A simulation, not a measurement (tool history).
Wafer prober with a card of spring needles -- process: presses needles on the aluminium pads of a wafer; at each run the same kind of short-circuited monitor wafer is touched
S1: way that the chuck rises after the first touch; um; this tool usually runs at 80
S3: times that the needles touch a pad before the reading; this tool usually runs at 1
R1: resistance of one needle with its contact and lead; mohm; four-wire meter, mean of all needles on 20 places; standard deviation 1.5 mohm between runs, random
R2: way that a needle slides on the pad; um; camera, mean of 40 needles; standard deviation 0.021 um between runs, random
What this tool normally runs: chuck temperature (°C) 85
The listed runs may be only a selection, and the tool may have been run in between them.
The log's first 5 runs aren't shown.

-- day=3.229 tips cleaned on abrasive film
-- day=3.775 tips cleaned on abrasive film
run 6 day=4.083 | S1=78 chuck_temperature_(°C)=85 S3=1 | R1=168 R2=9.56
-- day=4.275 tips cleaned on abrasive film, once more
-- day=4.783 tips cleaned on abrasive film
-- day=5.312 tips cleaned on abrasive film
run 7 day=5.404 | S1=80 chuck_temperature_(°C)=102 S3=1 | R1=157 R2=9.80
-- day=5.917 tips cleaned on abrasive film
-- day=6.421 tips cleaned on abrasive film
run 8 day=6.471 | S1=62 chuck_temperature_(°C)=85 S3=1 | R1=156 R2=7.48
-- day=6.933 tips cleaned on abrasive film
-- day=7.433 tips cleaned on abrasive film
run 9 day=7.496 | S1=99 chuck_temperature_(°C)=85 S3=1 | R1=146 R2=12.10
-- day=8.025 tips cleaned on abrasive film
-- day=8.471 height of the first contact set anew
-- day=8.638 tips cleaned on abrasive film
run 10 day=8.725 | S1=99 chuck_temperature_(°C)=85 S3=1 | R1=145 R2=12.32
-- day=9.192 tips cleaned on abrasive film
-- day=9.708 tips cleaned on abrasive film
run 11 day=9.883 | S1=99 chuck_temperature_(°C)=85 S3=1 | R1=151 R2=12.31
-- day=10.325 tips cleaned on abrasive film
-- day=10.846 tips cleaned on abrasive film
run 12 day=10.904 | S1=99 chuck_temperature_(°C)=85 S3=1 | R1=143 R2=12.28
-- day=11.446 tips cleaned on abrasive film
run 13 day=11.608 | S1=94 chuck_temperature_(°C)=85 S3=1 | R1=153 R2=11.62
-- day=11.983 tips cleaned on abrasive film
-- day=12.488 tips cleaned on abrasive film
run 14 day=12.562 | S1=80 chuck_temperature_(°C)=85 S3=1 | R1=156 R2=9.86
-- day=13.012 tips cleaned on abrasive film
run 15 day=13.096 | S1=64 chuck_temperature_(°C)=85 S3=1 | R1=164 R2=7.85
-- day=13.533 tips cleaned on abrasive film
run 16 day=13.929 | S1=72 chuck_temperature_(°C)=34 S3=1 | R1=172 R2=8.88
-- day=14.142 tips cleaned on abrasive film
-- day=14.671 tips cleaned on abrasive film
run 17 day=14.958 | S1=72 chuck_temperature_(°C)=34 S3=1 | R1=171 R2=8.87
-- day=15.238 tips cleaned on abrasive film
-- day=15.842 tips cleaned on abrasive film
run 18 day=16.271 | S1=72 chuck_temperature_(°C)=34 S3=1 | R1=172 R2=8.84

Run 19 comes next. What will it give?
-- day=16.442 tips cleaned on abrasive film
run 19 day=16.900 | S1=62 chuck_temperature_(°C)=58 S3=3 | R1=? R2=?

Run 19 yielded R1 159 mohm, R2 7.60 um.
On a tool with no hidden condition, and with the same random variation, this run would have come out at R1 139 mohm, R2 7.70 um.
